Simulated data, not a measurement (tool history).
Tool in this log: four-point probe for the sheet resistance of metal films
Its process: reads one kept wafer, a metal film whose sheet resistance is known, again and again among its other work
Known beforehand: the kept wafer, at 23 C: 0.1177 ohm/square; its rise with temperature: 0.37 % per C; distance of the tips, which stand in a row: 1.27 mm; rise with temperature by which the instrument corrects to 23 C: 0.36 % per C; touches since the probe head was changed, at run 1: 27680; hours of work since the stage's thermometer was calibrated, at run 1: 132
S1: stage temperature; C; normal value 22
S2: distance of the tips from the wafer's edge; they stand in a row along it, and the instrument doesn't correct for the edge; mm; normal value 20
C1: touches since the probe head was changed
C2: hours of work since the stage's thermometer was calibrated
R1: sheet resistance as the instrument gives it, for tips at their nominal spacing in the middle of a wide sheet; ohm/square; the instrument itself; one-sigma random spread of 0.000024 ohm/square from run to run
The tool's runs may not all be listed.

Run 1, hour 0: usual settings; C1 27680; C2 132. Result: R1 0.118236 ohm/square.
Run 2, hour 15.4: usual settings but S1 23 C; C1 28278; C2 140. Result: R1 0.118275 ohm/square.
Run 3, hour 31.1: usual settings but S1 23 C, S2 5 mm; C1 28886; C2 147. Result: R1 0.121979 ohm/square.
Run 4, hour 48.6: usual settings but S1 23 C, S2 5 mm; C1 29566; C2 156. Result: R1 0.121972 ohm/square.
Run 5, hour 63.9: usual settings but S1 23 C, S2 5 mm; C1 30163; C2 163. Result: R1 0.121977 ohm/square.
Run 6, hour 77: usual settings but S1 23 C, S2 5 mm; C1 30670; C2 169. Result: R1 0.122009 ohm/square.
Run 7, hour 88.9: usual settings; C1 31134; C2 175. Result: R1 0.118289 ohm/square.
Run 8, hour 100.7: usual settings; C1 31589; C2 181. Result: R1 0.118298 ohm/square.
Run 9, hour 116.9: usual settings; C1 32219; C2 188. Result: R1 0.118233 ohm/square.
Run 10, hour 133.5: usual settings; C1 32862; C2 196. Result: R1 0.118265 ohm/square.
Run 11, hour 145.1: usual settings; C1 33313; C2 202. Result: R1 0.118247 ohm/square.
Run 12, hour 160: usual settings; C1 33894; C2 209. Result: R1 0.118282 ohm/square.
Run 13, hour 176: usual settings; C1 34516; C2 217. Result: R1 0.118299 ohm/square.
Run 14, hour 192.9: usual settings; C1 35172; C2 225. Result: R1 0.118316 ohm/square.
Run 15, hour 202.3: usual settings but S2 23 mm; C1 35534; C2 230. Result: R1 0.11822 ohm/square.
Run 16, hour 218.7: usual settings but S2 23 mm; C1 36171; C2 238. Result: R1 0.118252 ohm/square.
Run 17, hour 230.8: usual settings but S1 25 C, S2 23 mm; C1 36640; C2 243. Result: R1 0.11831 ohm/square.
Run 18, hour 246.5: usual settings but S2 49 mm; C1 37250; C2 251. Result: R1 0.118128 ohm/square.
Run 19, hour 264: usual settings; C1 37932; C2 259. Result: R1 0.118287 ohm/square.
Run 20, hour 274.6: usual settings; C1 38343; C2 264. Result: R1 0.118375 ohm/square.
Run 21, hour 288.5: usual settings but S2 8 mm; C1 38884; C2 271. Result: R1 0.119616 ohm/square.
Run 22, hour 303.5: usual settings but S2 8 mm; C1 39465; C2 278. Result: R1 0.119693 ohm/square.
Run 23, hour 320.7: usual settings but S2 8 mm; C1 40134; C2 287. Result: R1 0.11965 ohm/square.
Run 24, hour 333.9: usual settings but S2 8 mm; C1 40646; C2 293. Result: R1 0.119663 ohm/square.
Run 25, hour 347: usual settings but S2 8 mm; C1 41154; C2 299. Result: R1 0.11965 ohm/square.
Run 26, hour 356.3: usual settings but S1 20 C, S2 5 mm; C1 41515; C2 304. Result: R1 0.122 ohm/square.
At hour 358.2: stage's thermometer calibrated.
Run 27, hour 368.1: usual settings but S1 20 C, S2 5 mm; C1 41953; C2 5. Result: R1 0.122018 ohm/square.
Run 28, hour 379.1: usual settings but S1 32 C; C1 42380; C2 10. Result: R1 0.118556 ohm/square.
Run 29, hour 394.6: usual settings but S2 11 mm; C1 42983; C2 18. Result: R1 0.118986 ohm/square.
Run 30, hour 410.7: usual settings but S1 30 C, S2 5 mm; C1 43607; C2 25. Result: R1 0.122245 ohm/square.
Run 31, hour 424.1: usual settings but S1 30 C, S2 34 mm; C1 44126; C2 32. Result: R1 0.118419 ohm/square.
At hour 430.1: stage's thermometer calibrated, once more.
Run 32, hour 433.1: usual settings but S1 25 C, S2 18 mm; C1 44457; C2 1. Result: R1 0.118359 ohm/square.
Run 33, hour 446.3: usual settings but S1 27 C, S2 18 mm; C1 44969; C2 8. Result: R1 0.118471 ohm/square.
Run 34, hour 455.4: usual settings but S2 3 mm; C1 45323; C2 12. Result: R1 0.12832 ohm/square.
Run 35, hour 467.2: usual settings but S1 19 C, S2 38 mm; C1 45781; C2 18. Result: R1 0.118046 ohm/square.
Run 36, hour 477.4: usual settings but S1 20 C, S2 27 mm; C1 46179; C2 23. Result: R1 0.11813 ohm/square.
Run 37, hour 491.1: usual settings but S1 24 C, S2 10 mm; C1 46709; C2 29. Result: R1 0.11907 ohm/square.
Run 38, hour 498.4: usual settings but S1 24 C, S2 10 mm; C1 46993; C2 33. Result: R1 0.119062 ohm/square.
Run 39, hour 510.4: usual settings but S1 31 C, S2 25 mm; C1 47459; C2 39. Result: R1 0.118375 ohm/square.
Run 40, hour 526: usual settings but S1 19 C, S2 4 mm; C1 48064; C2 46. Result: R1 0.124026 ohm/square.
Run 41, hour 538.1: usual settings but S1 19 C, S2 4 mm; C1 48536; C2 52. Result: R1 0.12403 ohm/square.
Run 42, hour 551.7: usual settings but S1 35 C, S2 19 mm; C1 49062; C2 59. Result: R1 0.118569 ohm/square.
Run 43, hour 563.8: usual settings but S1 35 C, S2 19 mm; C1 49531; C2 64. Result: R1 0.118602 ohm/square.
Run 44, hour 574.8: usual settings but S1 21 C, S2 11 mm; C1 49959; C2 70. Result: R1 0.118839 ohm/square.

Alternative continuations, all from the tool just after run 44; predict every row:
Run A, hour 589.4: usual settings but S1 21 C, S2 45 mm; C1 50528; C2 77. Result: R1 ?.
Run B, hour 589.4: usual settings but S1 20 C, S2 10 mm; C1 50528; C2 77. Result: R1 ?.
Run C, hour 589.4: usual settings but S1 26 C, S2 4 mm; C1 50528; C2 77. Result: R1 ?.
Run D, hour 589.4: usual settings but S1 31 C, S2 66 mm; C1 50528; C2 77. Result: R1 ?.

run        R1
  A  0.118034
  B  0.119015
  C  0.124169
  D  0.118242
Without the tool's hidden state the same runs would have given:
run        R1
  A  0.117669
  B  0.118646
  C  0.123787
  D  0.117876
